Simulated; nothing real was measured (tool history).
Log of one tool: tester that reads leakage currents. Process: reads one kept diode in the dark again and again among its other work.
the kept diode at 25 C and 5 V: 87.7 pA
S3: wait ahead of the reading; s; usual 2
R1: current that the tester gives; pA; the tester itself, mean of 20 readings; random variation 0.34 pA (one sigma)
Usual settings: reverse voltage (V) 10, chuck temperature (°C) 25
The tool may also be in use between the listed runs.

{"run": 1, "hour": 0.0, "reverse voltage (V)": 10, "chuck temperature (°C)": 25, "S3": 2, "R1": 130.66}
{"run": 2, "hour": 37.6, "reverse voltage (V)": 10, "chuck temperature (°C)": 25, "S3": 0.35, "R1": 139.1}
{"run": 3, "hour": 65.7, "reverse voltage (V)": 10, "chuck temperature (°C)": 25, "S3": 0.75, "R1": 133.87}
{"run": 4, "hour": 87.4, "reverse voltage (V)": 10, "chuck temperature (°C)": 55, "S3": 2, "R1": 1446.46}
{"hour": 107.2, "done": "probe card cleaned and baked"}
{"run": 5, "hour": 113.8, "reverse voltage (V)": 10, "chuck temperature (°C)": 55, "S3": 2, "R1": 1412.07}
{"run": 6, "hour": 148.4, "reverse voltage (V)": 10, "chuck temperature (°C)": 25, "S3": 2, "R1": 101.23}
{"run": 7, "hour": 192.6, "reverse voltage (V)": 10, "chuck temperature (°C)": 25, "S3": 0.38, "R1": 108.22}
{"hour": 197.8, "done": "tester calibrated"}
{"run": 8, "hour": 223.3, "reverse voltage (V)": 9.8, "chuck temperature (°C)": 39, "S3": 2, "R1": 362.92}
{"run": 9, "hour": 261.3, "reverse voltage (V)": 4.6, "chuck temperature (°C)": 39, "S3": 5.51, "R1": 282.35}
{"hour": 280.5, "done": "tester calibrated, once more"}
{"run": 10, "hour": 308.5, "reverse voltage (V)": 4.6, "chuck temperature (°C)": 39, "S3": 5.51, "R1": 280.02}
{"run": 11, "hour": 346.1, "reverse voltage (V)": 4.8, "chuck temperature (°C)": 36, "S3": 1.09, "R1": 217.91}
{"run": 12, "hour": 369.3, "reverse voltage (V)": 4.8, "chuck temperature (°C)": 36, "S3": 1.09, "R1": 217.81}
{"run": 13, "hour": 392.0, "reverse voltage (V)": 4.8, "chuck temperature (°C)": 36, "S3": 1.09, "R1": 215.78}
{"run": 14, "hour": 417.3, "reverse voltage (V)": 4.8, "chuck temperature (°C)": 36, "S3": 1.09, "R1": 216.25}

Measured less the same run without the tool's hidden state. The same run-to-run variation is in both; the gauge's scatter may not be:
The hidden state here: stray current of the dirty probe card, pA a volt; current scale over the true one, %; true chuck temperature over the reading, C; drift of the gauge itself on leakage_pa, %.
run=1 R1=+19.98
run=2 R1=+19.96
run=3 R1=+19.91
run=4 R1=-79.76
run=5 R1=-112.66
run=6 R1=-9.62
run=7 R1=-9.74
run=8 R1=-36.33
run=9 R1=-30.34
run=10 R1=-30.93
run=11 R1=-25.1
run=12 R1=-25.72
run=13 R1=-26.12
run=14 R1=-26.9
